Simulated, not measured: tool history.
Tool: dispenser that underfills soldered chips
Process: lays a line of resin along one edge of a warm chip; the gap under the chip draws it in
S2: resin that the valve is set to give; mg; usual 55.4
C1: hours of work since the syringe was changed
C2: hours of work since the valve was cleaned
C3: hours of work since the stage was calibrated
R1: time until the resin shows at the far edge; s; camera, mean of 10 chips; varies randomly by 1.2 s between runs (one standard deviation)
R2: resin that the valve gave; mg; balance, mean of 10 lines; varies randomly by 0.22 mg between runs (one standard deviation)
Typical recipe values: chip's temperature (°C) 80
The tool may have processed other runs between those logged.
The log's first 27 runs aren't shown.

Run 28, hour 128.8: usual settings but chip's temperature (°C) 78, S2 51.8 mg; C1 7; C2 31; C3 154. Result: R1 219.6 s, R2 50.8 mg.
At hour 133.1: new syringe of resin.
Run 29, hour 133.9: usual settings but chip's temperature (°C) 78, S2 51.8 mg; C1 0; C2 34; C3 157. Result: R1 132.3 s, R2 51.11 mg.
Run 30, hour 139.5: usual settings but chip's temperature (°C) 78, S2 51.8 mg; C1 4; C2 37; C3 160. Result: R1 174.6 s, R2 50.89 mg.
Run 31, hour 145.2: usual settings but chip's temperature (°C) 83, S2 57.9 mg; C1 8; C2 41; C3 164. Result: R1 196 s, R2 56.86 mg.
At hour 148.7: dispensing valve cleaned and set on the balance.
At hour 149.3: new syringe of resin.
Run 32, hour 149.3: usual settings but chip's temperature (°C) 90, S2 48.7 mg; C1 0; C2 0; C3 166. Result: R1 79.6 s, R2 48.63 mg.
Run 33, hour 155.2: usual settings but chip's temperature (°C) 68, S2 56.3 mg; C1 4; C2 4; C3 170. Result: R1 263.7 s, R2 56.14 mg.
Run 34, hour 158: usual settings but chip's temperature (°C) 66, S2 54.7 mg; C1 5; C2 6; C3 171. Result: R1 329.8 s, R2 54.56 mg.
Run 35, hour 162.4: usual settings but chip's temperature (°C) 85, S2 49.2 mg; C1 8; C2 9; C3 174. Result: R1 195.3 s, R2 48.7 mg.

5 options for the next run, each taken on its own from the tool as it stands now. Forecast them:
At hour 164.9: new syringe of resin.
Run A, hour 166.5: usual settings but chip's temperature (°C) 69, S2 71.8 mg; C1 1; C2 11; C3 177. Result: R1 ?, R2 ?.
At hour 164.9: new syringe of resin.
Run B, hour 166.5: usual settings but chip's temperature (°C) 93, S2 47.5 mg; C1 1; C2 11; C3 177. Result: R1 ?, R2 ?.
At hour 164.9: new syringe of resin.
Run C, hour 166.5: usual settings but chip's temperature (°C) 85, S2 56.4 mg; C1 1; C2 11; C3 177. Result: R1 ?, R2 ?.
At hour 164.9: new syringe of resin.
Run D, hour 166.5: usual settings but chip's temperature (°C) 85, S2 53 mg; C1 1; C2 11; C3 177. Result: R1 ?, R2 ?.
At hour 164.9: new syringe of resin.
Run E, hour 166.5: usual settings but chip's temperature (°C) 70, S2 49.8 mg; C1 1; C2 11; C3 177. Result: R1 ?, R2 ?.

run     R1     R2
  A  194.3  71.39
  B   81.4  47.87
  C  105.2  56.21
  D  104.7  52.64
  E  193.1  49.61
Without the tool's hidden state the same runs would have given:
run     R1     R2
  A  174.5  71.79
  B   73.2  48.14
  C   94.6  56.52
  D   94.1  52.93
  E  173.3  49.89
